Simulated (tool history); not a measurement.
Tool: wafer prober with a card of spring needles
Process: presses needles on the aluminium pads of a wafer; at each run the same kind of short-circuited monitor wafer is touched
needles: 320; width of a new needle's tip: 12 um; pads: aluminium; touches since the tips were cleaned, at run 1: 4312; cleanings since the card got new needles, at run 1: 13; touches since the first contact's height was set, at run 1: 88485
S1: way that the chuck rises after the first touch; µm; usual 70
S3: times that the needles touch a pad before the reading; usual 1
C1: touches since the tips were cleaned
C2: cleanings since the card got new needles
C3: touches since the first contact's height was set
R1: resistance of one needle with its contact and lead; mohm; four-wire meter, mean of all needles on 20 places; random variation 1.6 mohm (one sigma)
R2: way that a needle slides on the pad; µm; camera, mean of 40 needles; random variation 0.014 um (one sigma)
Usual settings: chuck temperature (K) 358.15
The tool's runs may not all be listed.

run 1 day=0.000 | S1=70 chuck_temperature_(K)=358.15 S3=1 | C1=4312 C2=13 C3=88485 | R1=196 R2=16.30
run 2 day=0.283 | S1=70 chuck_temperature_(K)=358.15 S3=1 | C1=5871 C2=13 C3=90044 | R1=208 R2=16.30
-- day=0.367 tips cleaned on abrasive film
run 3 day=0.546 | S1=70 chuck_temperature_(K)=358.15 S3=1 | C1=986 C2=14 C3=91462 | R1=223 R2=16.29
run 4 day=0.775 | S1=70 chuck_temperature_(K)=358.15 S3=1 | C1=2261 C2=14 C3=92737 | R1=219 R2=16.29
-- day=1.038 height of the first contact set anew
run 5 day=1.079 | S1=70 chuck_temperature_(K)=358.15 S3=1 | C1=3861 C2=14 C3=227 | R1=212 R2=16.49
run 6 day=1.279 | S1=83 chuck_temperature_(K)=358.15 S3=1 | C1=4963 C2=14 C3=1329 | R1=198 R2=19.54
-- day=1.508 tips cleaned on abrasive film
run 7 day=1.638 | S1=75 chuck_temperature_(K)=358.15 S3=1 | C1=714 C2=15 C3=3279 | R1=170 R2=17.66
run 8 day=1.958 | S1=75 chuck_temperature_(K)=358.15 S3=1 | C1=2464 C2=15 C3=5029 | R1=188 R2=17.69
run 9 day=2.346 | S1=74 chuck_temperature_(K)=358.15 S3=1 | C1=4604 C2=15 C3=7169 | R1=197 R2=17.39
run 10 day=2.571 | S1=55 chuck_temperature_(K)=358.15 S3=1 | C1=5836 C2=15 C3=8401 | R1=235 R2=12.94
-- day=2.658 tips cleaned on abrasive film
run 11 day=2.783 | S1=53 chuck_temperature_(K)=358.15 S3=1 | C1=692 C2=16 C3=9558 | R1=184 R2=12.48
-- day=2.925 tips cleaned on abrasive film, once more
run 12 day=3.233 | S1=53 chuck_temperature_(K)=358.15 S3=1 | C1=1702 C2=17 C3=11997 | R1=201 R2=12.46
run 13 day=3.658 | S1=53 chuck_temperature_(K)=358.15 S3=1 | C1=4054 C2=17 C3=14349 | R1=233 R2=12.43
run 14 day=3.908 | S1=53 chuck_temperature_(K)=358.15 S3=2 | C1=5421 C2=17 C3=15716 | R1=210 R2=12.48
-- day=4.054 tips cleaned on abrasive film
run 15 day=4.204 | S1=66 chuck_temperature_(K)=348.15 S3=2 | C1=816 C2=18 C3=17321 | R1=167 R2=15.51
run 16 day=4.492 | S1=71 chuck_temperature_(K)=348.15 S3=2 | C1=2405 C2=18 C3=18910 | R1=176 R2=16.68
run 17 day=4.800 | S1=64 chuck_temperature_(K)=305.15 S3=2 | C1=4088 C2=18 C3=20593 | R1=182 R2=15.02
-- day=5.196 tips cleaned on abrasive film
run 18 day=5.225 | S1=71 chuck_temperature_(K)=305.15 S3=1 | C1=158 C2=19 C3=22914 | R1=158 R2=16.67
run 19 day=5.696 | S1=70 chuck_temperature_(K)=322.15 S3=1 | C1=2751 C2=19 C3=25507 | R1=189 R2=16.46
run 20 day=6.025 | S1=79 chuck_temperature_(K)=356.15 S3=1 | C1=4568 C2=19 C3=27324 | R1=192 R2=18.58
-- day=6.346 tips cleaned on abrasive film
run 21 day=6.367 | S1=80 chuck_temperature_(K)=395.15 S3=2 | C1=109 C2=20 C3=29166 | R1=162 R2=18.76
run 22 day=6.771 | S1=80 chuck_temperature_(K)=395.15 S3=1 | C1=2337 C2=20 C3=31394 | R1=188 R2=18.79
run 23 day=7.092 | S1=73 chuck_temperature_(K)=326.15 S3=2 | C1=4107 C2=20 C3=33164 | R1=178 R2=17.13
run 24 day=7.417 | S1=73 chuck_temperature_(K)=326.15 S3=2 | C1=5882 C2=20 C3=34939 | R1=182 R2=17.14
-- day=7.496 tips cleaned on abrasive film
run 25 day=7.658 | S1=70 chuck_temperature_(K)=334.15 S3=2 | C1=896 C2=21 C3=36257 | R1=164 R2=16.40
run 26 day=8.117 | S1=70 chuck_temperature_(K)=334.15 S3=2 | C1=3420 C2=21 C3=38781 | R1=182 R2=16.40
run 27 day=8.492 | S1=55 chuck_temperature_(K)=307.15 S3=2 | C1=5487 C2=21 C3=40848 | R1=202 R2=12.88
-- day=8.650 tips cleaned on abrasive film
run 28 day=8.700 | S1=70 chuck_temperature_(K)=305.15 S3=1 | C1=277 C2=22 C3=41952 | R1=161 R2=16.40

Some steps in R1 between neighbouring runs. How much of each would the tool show without its hidden state too (settings, what came in, random variation), and how much is left for the hidden state, with any gauge scatter that isn't in both results?
The hidden state here: debris on the tips, nm; way that the needles fall short of the set height, um; tips' diameter, um; drift of the gauge itself on contact_mohm, %; drift of the gauge itself on scrub_um, %.
Run 10 -> 11: S1 55 -> 53, tips cleaned on abrasive film. R1 -51 mohm: hidden state -49, all else -2.
Run 14 -> 15: S1 53 -> 66, chuck temperature (K) 358.15 -> 348.15, tips cleaned on abrasive film. R1 -43 mohm: hidden state -35, all else -8.
Run 27 -> 28: S1 55 -> 70, chuck temperature (K) 307.15 -> 305.15, S3 2 -> 1, tips cleaned on abrasive film. R1 -41 mohm: hidden state -39, all else -2.
